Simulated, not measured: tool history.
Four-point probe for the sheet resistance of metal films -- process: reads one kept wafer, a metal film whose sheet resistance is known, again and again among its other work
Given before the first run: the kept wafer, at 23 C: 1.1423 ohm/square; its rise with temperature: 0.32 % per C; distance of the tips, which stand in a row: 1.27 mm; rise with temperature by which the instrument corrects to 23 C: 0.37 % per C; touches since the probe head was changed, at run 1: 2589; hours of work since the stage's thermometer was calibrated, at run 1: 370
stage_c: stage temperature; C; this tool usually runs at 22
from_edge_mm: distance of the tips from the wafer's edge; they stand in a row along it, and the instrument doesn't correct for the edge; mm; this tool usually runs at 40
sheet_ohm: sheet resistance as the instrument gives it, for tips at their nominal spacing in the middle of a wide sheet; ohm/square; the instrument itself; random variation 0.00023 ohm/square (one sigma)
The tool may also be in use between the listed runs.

run,hour,stage_c,from_edge_mm,touches since the probe head was changed,hours of work since the stage's thermometer was calibrated,sheet_ohm
1,0,22,40,2589,370,1.139021
2,18.6,22,40,3171,384,1.13876
3,29.7,22,40,3518,392,1.139402
4,43,30,40,3931,402,1.134951
5,61.9,22,40,4521,415,1.13927
6,79.8,22,40,5080,429,1.139515
7,95.5,22,40,5572,440,1.139338
# hour 97.1: stage's thermometer calibrated
8,105.7,22,40,5875,6,1.139773
9,118.7,22,40,6280,16,1.139459
10,136.9,22,40,6850,29,1.139272
11,151.9,22,40,7319,40,1.139273
12,168.4,29,7,7835,52,1.155144

Predict the results of run 13:
13,177.3,29,7,8111,59,?

{"run 13": {"sheet_ohm": 1.155351}}
With the hidden condition absent and the run-to-run variation left alone, this run would have shown sheet_ohm 1.159192 ohm/square.

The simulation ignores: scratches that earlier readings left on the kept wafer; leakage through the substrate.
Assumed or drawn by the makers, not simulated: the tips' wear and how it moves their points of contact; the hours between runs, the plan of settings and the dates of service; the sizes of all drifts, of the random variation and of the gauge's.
